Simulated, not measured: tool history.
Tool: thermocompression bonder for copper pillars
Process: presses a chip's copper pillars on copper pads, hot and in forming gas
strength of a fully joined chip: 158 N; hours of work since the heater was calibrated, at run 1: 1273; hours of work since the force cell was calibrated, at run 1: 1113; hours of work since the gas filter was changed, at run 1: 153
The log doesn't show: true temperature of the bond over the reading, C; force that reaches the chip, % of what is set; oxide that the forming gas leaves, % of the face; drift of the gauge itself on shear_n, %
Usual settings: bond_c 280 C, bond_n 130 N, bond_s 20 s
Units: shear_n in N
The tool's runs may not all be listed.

run	hour	bond_c	bond_n	bond_s	hours of work since the heater was calibrated	hours of work since the force cell was calibrated	hours of work since the gas filter was changed	shear_n
1	0.0	280	130	20	1273	1113	153	80.4
2	84.2	280	130	20	1322	1163	203	80.3
# hour 103.5: heater calibrated with a thermocouple chip
3	156.6	280	130	20	32	1205	244	84.1
4	197.5	280	130	20	56	1229	269	83.7
5	261.6	280	130	20	94	1267	307	84.2
6	321.1	280	130	20	129	1302	342	81.1
7	388.6	280	130	20	169	1342	382	82.1
# hour 402.4: forming gas filter changed
8	436.9	280	130	20	198	1371	20	87.1
9	503.4	280	130	20	237	1410	60	85.6
# hour 598.2: force cell calibrated
10	598.2	295	130	20	292	0	115	107.3
11	697.2	295	130	20	351	59	174	105.1
12	773.0	288	130	20	396	104	219	98.4
13	826.6	272	130	20	428	136	251	79.9
14	922.8	272	130	20	485	193	308	76.9
15	1005.5	280	130	44	534	242	357	105.9
16	1046.1	280	130	44	558	266	381	104.4
# hour 1061.3: forming gas filter changed
17	1115.6	280	130	21	599	307	32	90.5
18	1189.4	277	130	21	643	350	76	86.0
19	1287.5	277	130	21	701	409	134	84.0
20	1358.7	280	130	18	743	451	176	83.3
21	1421.2	280	130	18	780	488	214	81.4
22	1493.4	280	154	20	823	531	256	97.0
23	1562.7	294	154	20	864	572	298	109.2
24	1627.4	280	177	26	903	610	336	110.3
25	1712.2	287	106	20	953	661	386	73.1
# hour 1719.5: forming gas filter changed
26	1806.1	287	106	20	1008	716	51	77.1
27	1852.6	289	103	16	1036	744	79	70.3
28	1914.5	289	103	16	1073	780	116	69.1
29	1997.9	289	103	16	1122	830	165	67.5
30	2089.1	280	115	20	1176	884	219	71.8
31	2163.3	305	140	13	1220	928	263	97.9
32	2228.2	305	87	46	1259	967	302	94.7
33	2281.7	305	120	46	1291	998	334	117.4
# hour 2359.1: heater calibrated with a thermocouple chip
34	2367.6	277	120	48	5	1048	383	96.5
# hour 2379.3: forming gas filter changed
35	2452.6	277	120	48	55	1098	44	102.5
36	2534.3	294	176	48	104	1147	92	143.6
37	2598.8	273	117	11	142	1185	130	56.4
38	2688.6	298	117	11	195	1238	184	76.9
39	2759.1	303	158	20	237	1280	225	119.6

4 ways to go on from here, each from the tool as it stands after run 39. What would each give?
A	2841.4	292	118	12	286	1329	274	?
B	2841.4	254	158	12	286	1329	274	?
C	2841.4	269	130	18	286	1329	274	?
D	2841.4	307	114	50	286	1329	274	?

run	shear_n
A	72.4
B	57.4
C	66.5
D	119.5
Without the tool's hidden state the same runs would have given:
run	shear_n
A	85.4
B	68.8
C	78.9
D	133.9
